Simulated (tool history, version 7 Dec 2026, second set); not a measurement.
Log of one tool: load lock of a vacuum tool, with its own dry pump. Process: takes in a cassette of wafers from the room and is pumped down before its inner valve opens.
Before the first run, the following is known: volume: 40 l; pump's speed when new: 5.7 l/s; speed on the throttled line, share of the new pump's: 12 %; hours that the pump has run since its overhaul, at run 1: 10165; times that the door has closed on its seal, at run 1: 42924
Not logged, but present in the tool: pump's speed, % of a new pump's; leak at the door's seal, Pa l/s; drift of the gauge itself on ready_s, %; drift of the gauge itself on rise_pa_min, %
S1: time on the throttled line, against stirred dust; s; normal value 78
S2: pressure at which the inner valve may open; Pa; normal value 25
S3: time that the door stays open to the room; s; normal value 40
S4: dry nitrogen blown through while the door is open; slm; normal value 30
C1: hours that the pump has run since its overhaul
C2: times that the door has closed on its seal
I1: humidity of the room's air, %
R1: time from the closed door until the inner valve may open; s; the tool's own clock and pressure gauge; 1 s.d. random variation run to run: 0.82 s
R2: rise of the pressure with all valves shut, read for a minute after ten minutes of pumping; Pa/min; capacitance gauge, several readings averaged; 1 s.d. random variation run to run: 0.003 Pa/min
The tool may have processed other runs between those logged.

run	hour	S1	S2	S3	S4	C1	C2	I1	R1	R2
1	0	78	25	40	30	10165	42924	47.3	132.8	0.21
2	195.1	78	25	40	30	10360	43795	44.5	131.6	0.212
3	524.2	78	18	40	30	10689	45264	43.5	134.8	0.227
4	807	78	25	40	30	10972	46527	47.9	134	0.233
5	1021	78	25	40	30	11186	47482	47.5	132.6	0.24
# hour 1157.6: dry pump taken out, an overhauled one fitted
6	1186.5	78	25	40	30	29	48194	43	125.9	0.244
7	1484.3	78	25	40	4	327	49524	45.5	125.7	0.275
8	1740.5	78	25	40	30	583	50668	44	124.8	0.252
9	2054.5	78	25	40	30	897	52069	44.3	128.3	0.266
10	2255.7	78	25	40	30	1098	52968	47.1	126.4	0.281
11	2534.3	78	25	40	30	1377	54211	43.6	126.8	0.282
12	2873	78	25	40	30	1715	55724	48.1	128.2	0.293
13	3224.9	78	25	40	30	2067	57295	41.2	128.7	0.301
14	3480.8	78	25	40	30	2323	58437	45.9	127.5	0.318
15	3803.9	78	25	40	30	2646	59880	48	126.9	0.334
16	4058.8	78	25	147	30	2901	61017	48	128.7	0.36
17	4393.9	78	25	147	16	3236	62513	42.5	128.2	0.384
18	4763.2	78	28	40	30	3606	64162	45.8	126.6	0.363
19	4920.1	78	28	40	30	3762	64863	44.9	127.3	0.362
20	5221	78	28	40	30	4063	66206	45.7	127.2	0.378
21	5385.9	142	25	157	30	4228	66942	45.2	185.5	0.405
22	5641.7	50	25	40	30	4484	68084	44.7	104.7	0.388
23	5947.1	49	27	150	27	4789	69447	42	102.2	0.42
24	6335.7	105	49	41	27	5178	71182	45.4	146.5	0.425
25	6614.3	105	49	41	27	5457	72426	45.1	147	0.424
26	6928	105	49	41	27	5770	73827	47.9	147.5	0.441
27	7208.6	88	26	27	19	6051	75079	47	136.8	0.456
28	7519.5	88	26	27	19	6362	76467	44.3	139.7	0.464
29	7690.8	88	26	27	19	6533	77232	45.2	138.9	0.483
30	7891	88	26	27	19	6733	78126	48.6	139	0.481
# hour 8039.8: door's seal changed, seat wiped
31	8175.9	88	26	27	19	7017	608	47.3	138.7	0.031
32	8555.2	78	25	40	17	7396	2301	47.7	130.9	0.046
33	8840.5	78	49	65	4	7681	3575	41.7	125.7	0.063
34	9098.5	68	42	50	30	7939	4727	43.6	117.5	0.042
35	9335.9	68	42	50	30	8177	5786	48.5	119.1	0.046
36	9563.5	68	42	50	30	8404	6803	43.6	117.1	0.046
37	9794.2	68	35	50	30	8635	7833	44.3	120	0.049
38	10177.8	43	35	50	30	9019	9545	44.6	97.7	0.055

What would each run have given without the hidden state, its run-to-run variation left as it was?
run	R1	R2
1	126.5	0.03
2	125.2	0.03
3	127.9	0.033
4	127.2	0.031
5	125.7	0.033
6	126	0.031
7	125.7	0.054
8	124.6	0.025
9	128	0.03
10	126	0.031
11	126.2	0.032
12	127.5	0.031
13	127.9	0.028
14	126.5	0.031
15	125.8	0.039
16	127.4	0.06
17	126.8	0.069
18	125	0.034
19	125.6	0.03
20	125.4	0.028
21	183.8	0.056
22	102.4	0.032
23	99.8	0.051
24	144.4	0.034
25	144.9	0.03
26	145.2	0.035
27	134	0.03
28	136.7	0.025
29	135.8	0.034
30	135.7	0.032
31	135.4	0.029
32	127.2	0.042
33	122.2	0.056
34	113.7	0.033
35	115.2	0.035
36	113.1	0.032
37	115.7	0.032
38	92.9	0.034
